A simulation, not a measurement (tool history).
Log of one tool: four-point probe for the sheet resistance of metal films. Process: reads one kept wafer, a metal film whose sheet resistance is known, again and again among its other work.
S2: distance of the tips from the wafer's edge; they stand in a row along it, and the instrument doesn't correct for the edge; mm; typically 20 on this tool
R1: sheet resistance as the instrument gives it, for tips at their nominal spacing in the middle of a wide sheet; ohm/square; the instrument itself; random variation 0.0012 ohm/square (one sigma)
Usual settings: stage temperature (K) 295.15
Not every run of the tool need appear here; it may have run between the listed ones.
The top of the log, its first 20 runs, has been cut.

run 21 day=78.550 | stage_temperature_(K)=298.15 S2=20 | R1=5.940248
-- day=83.092 new probe head fitted
run 22 day=83.421 | stage_temperature_(K)=295.15 S2=8 | R1=5.914043
run 23 day=87.967 | stage_temperature_(K)=308.15 S2=4 | R1=6.043394
run 24 day=90.504 | stage_temperature_(K)=308.15 S2=4 | R1=6.042064
run 25 day=95.208 | stage_temperature_(K)=292.15 S2=13 | R1=5.893659
run 26 day=98.392 | stage_temperature_(K)=295.15 S2=6 | R1=5.960480
run 27 day=101.238 | stage_temperature_(K)=295.15 S2=10 | R1=5.907617
run 28 day=104.725 | stage_temperature_(K)=293.15 S2=61 | R1=5.881083
run 29 day=108.958 | stage_temperature_(K)=302.15 S2=38 | R1=5.873108
run 30 day=112.642 | stage_temperature_(K)=302.15 S2=20 | R1=5.879843
run 31 day=115.733 | stage_temperature_(K)=304.15 S2=3 | R1=6.201573
run 32 day=119.421 | stage_temperature_(K)=303.15 S2=7 | R1=5.939865
run 33 day=124.712 | stage_temperature_(K)=294.15 S2=6 | R1=5.978436
run 34 day=128.529 | stage_temperature_(K)=295.15 S2=16 | R1=5.903004
run 35 day=131.567 | stage_temperature_(K)=304.15 S2=11 | R1=5.905418
run 36 day=136.679 | stage_temperature_(K)=304.15 S2=11 | R1=5.910044
run 37 day=141.538 | stage_temperature_(K)=301.15 S2=12 | R1=5.912942
run 38 day=146.496 | stage_temperature_(K)=295.15 S2=13 | R1=5.920658
run 39 day=150.338 | stage_temperature_(K)=292.15 S2=4 | R1=6.102425
run 40 day=154.738 | stage_temperature_(K)=292.15 S2=39 | R1=5.913649
run 41 day=158.050 | stage_temperature_(K)=299.15 S2=47 | R1=5.903564
run 42 day=161.671 | stage_temperature_(K)=294.15 S2=33 | R1=5.918063
run 43 day=166.929 | stage_temperature_(K)=297.15 S2=34 | R1=5.913157
run 44 day=169.175 | stage_temperature_(K)=301.15 S2=3 | R1=6.238362

Each row is a separate what-if for the run after 44, all from the same tool condition, not one after another. Results?
run A day=174.204 | stage_temperature_(K)=307.15 S2=14 | R1=?
run B day=174.204 | stage_temperature_(K)=296.15 S2=4 | R1=?
run C day=174.204 | stage_temperature_(K)=301.15 S2=20 | R1=?
run D day=174.204 | stage_temperature_(K)=303.15 S2=12 | R1=?

run=A R1=5.917529
run=B R1=6.107536
run=C R1=5.917405
run=D R1=5.929678
With the hidden condition removed and each run's random variation left untouched, the same runs would have given:
run=A R1=5.846074
run=B R1=6.033444
run=C R1=5.845692
run=D R1=5.857912

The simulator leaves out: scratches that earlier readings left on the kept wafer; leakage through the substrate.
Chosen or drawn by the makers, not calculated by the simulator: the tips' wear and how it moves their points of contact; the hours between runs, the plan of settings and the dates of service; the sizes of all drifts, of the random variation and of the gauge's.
